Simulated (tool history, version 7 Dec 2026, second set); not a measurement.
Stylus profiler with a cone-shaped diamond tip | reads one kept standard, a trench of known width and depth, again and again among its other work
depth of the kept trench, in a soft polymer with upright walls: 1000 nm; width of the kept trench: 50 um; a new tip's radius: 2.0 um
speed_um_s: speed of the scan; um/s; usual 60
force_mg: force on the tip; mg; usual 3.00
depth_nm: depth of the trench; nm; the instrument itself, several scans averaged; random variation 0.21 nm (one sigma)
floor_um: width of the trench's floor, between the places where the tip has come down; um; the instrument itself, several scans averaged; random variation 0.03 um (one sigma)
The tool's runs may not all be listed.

run,hour,speed_um_s,force_mg,depth_nm,floor_um
1,0.0,60,3.00,1008.11,44.61
2,44.7,60,3.00,1008.76,44.64
3,72.5,60,3.00,1008.27,44.53
4,114.1,60,3.00,1008.16,44.60
5,159.6,60,3.00,1008.60,44.57
6,226.3,60,4.22,1010.65,44.52
# hour 229.9: height scale calibrated on a step standard
7,264.3,60,4.22,1010.68,44.46
8,310.6,60,1.23,1005.91,44.36
# hour 361.2: height scale calibrated on a step standard, once more
9,367.3,99,1.49,1003.99,44.26
10,433.5,66,4.95,1010.20,44.44
11,496.2,29,1.83,1005.38,44.40
12,524.9,56,7.53,1014.45,44.35
13,587.3,56,7.53,1013.82,44.32
14,651.7,193,1.33,1004.35,43.75

Run 15 comes next. What will it give?
15,695.8,37,1.57,?,?

depth_nm: 1005.23 nm
floor_um: 44.21 um
Without the tool's hidden state the same run would have given depth_nm 1004.84 nm, floor_um 46.40 um.
